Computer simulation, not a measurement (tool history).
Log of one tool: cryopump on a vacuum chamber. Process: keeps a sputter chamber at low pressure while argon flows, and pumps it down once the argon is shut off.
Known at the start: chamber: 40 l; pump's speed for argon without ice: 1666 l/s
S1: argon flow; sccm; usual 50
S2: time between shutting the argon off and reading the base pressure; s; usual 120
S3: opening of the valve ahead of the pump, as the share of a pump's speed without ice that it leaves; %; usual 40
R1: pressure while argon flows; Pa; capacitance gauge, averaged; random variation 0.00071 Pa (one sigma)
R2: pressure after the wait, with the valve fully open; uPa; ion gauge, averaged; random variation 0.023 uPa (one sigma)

run,day,S1,S2,S3,R1,R2
1,0,50,120,40,0.1443,2.14
2,1.492,50,33,40,0.1471,3.62
3,4.592,50,120,40,0.1497,2.35
4,7.729,50,120,40,0.1511,2.67
# day 9.596: pump warmed up, emptied and cooled again
5,11.275,50,120,22,0.2301,2.1
6,14.038,50,120,22,0.235,2.27
7,15.958,50,120,22,0.2366,2.34
8,18.121,50,120,22,0.2354,2.48
9,21.8,50,120,22,0.2394,2.61
10,25.304,50,120,22,0.2416,2.77
11,27.792,50,60,40,0.1407,3.49
12,29.6,50,60,40,0.1413,3.55
13,31.217,50,60,40,0.1418,3.75
14,34.721,50,60,40,0.1439,3.83
15,36.954,50,60,40,0.1479,4.06
16,40.212,50,60,40,0.1502,4.36
17,41.892,50,60,40,0.1528,4.55
# day 44.362: leaking fittings of the chamber tightened, without venting
18,45.554,27,120,16,0.1865,0.9
# day 47.079: pump warmed up, emptied and cooled again
19,47.675,26,145,28,0.0965,0.73
20,49.5,26,145,28,0.096,0.8
21,51.771,29,240,18,0.1657,0.7
22,54.246,40,140,26,0.1608,0.93
23,56.833,36,177,18,0.207,0.93
24,59.946,23,76,23,0.1051,1.58
25,62.367,89,118,25,0.3792,1.36
26,64.679,89,118,25,0.3826,1.46
27,68.208,89,118,25,0.3876,1.6
28,71.821,50,120,52,0.1147,1.8
29,75.467,50,28,37,0.1571,3.66
30,77.692,50,28,37,0.1583,3.69
31,80.217,50,28,37,0.1627,3.94
32,83.029,50,227,57,0.1165,2.23
# day 84.708: pump warmed up, emptied and cooled again
33,86.562,50,227,57,0.0919,1.7

3 ways to go on from here, each from the tool as it stands after run 33. What would each give?
A,88.425,21,57,17,?,?
B,88.425,21,37,41,?,?
C,88.425,20,120,20,?,?

run,R1,R2
A,0.1267,2.58
B,0.0529,3.2
C,0.1032,1.96
Without the tool's hidden state the same runs would have given:
run,R1,R2
A,0.1252,1.26
B,0.0513,1.88
C,0.1017,0.69

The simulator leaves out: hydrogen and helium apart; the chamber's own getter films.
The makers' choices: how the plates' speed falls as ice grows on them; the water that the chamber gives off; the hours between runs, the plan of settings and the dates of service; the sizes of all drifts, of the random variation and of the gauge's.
